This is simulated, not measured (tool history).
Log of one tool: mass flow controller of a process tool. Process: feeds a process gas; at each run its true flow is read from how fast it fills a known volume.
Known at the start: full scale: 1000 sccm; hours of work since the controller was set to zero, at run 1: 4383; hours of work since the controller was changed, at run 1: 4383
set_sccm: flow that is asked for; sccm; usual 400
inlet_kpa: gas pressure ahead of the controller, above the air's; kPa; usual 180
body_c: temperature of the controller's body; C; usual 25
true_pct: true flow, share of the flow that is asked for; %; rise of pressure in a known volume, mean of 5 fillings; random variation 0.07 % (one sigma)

run	hour	set_sccm	inlet_kpa	body_c	hours of work since the controller was set to zero	hours of work since the controller was changed	true_pct
1	0.0	400	180	25	4383	4383	98.46
2	141.7	400	180	25	4480	4480	98.34
3	251.5	400	180	25	4556	4556	98.42
4	373.2	400	180	25	4639	4639	98.43
5	526.8	400	180	25	4745	4745	98.37
6	653.3	400	180	25	4832	4832	98.55
7	739.8	400	180	36	4892	4892	97.99
8	846.3	400	180	25	4965	4965	98.36
9	956.2	400	180	25	5040	5040	98.46
10	1032.5	400	180	25	5093	5093	98.51
11	1124.6	883	180	25	5156	5156	99.58
12	1279.3	883	180	30	5263	5263	99.36
13	1420.7	883	180	30	5360	5360	99.39
14	1505.5	797	180	25	5418	5418	99.29
15	1670.6	400	142	25	5532	5532	98.21
16	1814.9	400	142	25	5631	5631	98.13
17	1965.6	400	142	25	5735	5735	98.23
18	2060.2	400	142	25	5800	5800	98.11
# hour 2151.3: controller exchanged for a calibrated one
19	2151.3	618	273	38	0	0	99.24
20	2285.5	618	273	38	92	92	99.13
21	2452.9	950	193	32	207	207	99.57
22	2560.0	950	193	32	281	281	99.59
23	2701.9	950	201	27	379	379	99.81
24	2774.2	936	187	25	428	428	99.79
25	2847.6	104	187	29	479	479	97.63
26	2922.7	687	170	29	531	531	98.88
27	3086.1	565	180	25	643	643	98.72
28	3190.6	400	158	25	715	715	98.21

Forecast run 29:
29	3344.4	940	227	25	821	821	?

{"run 29": {"true_pct": 99.98}}
Without the tool's hidden state the same run would have given true_pct 99.98 %.
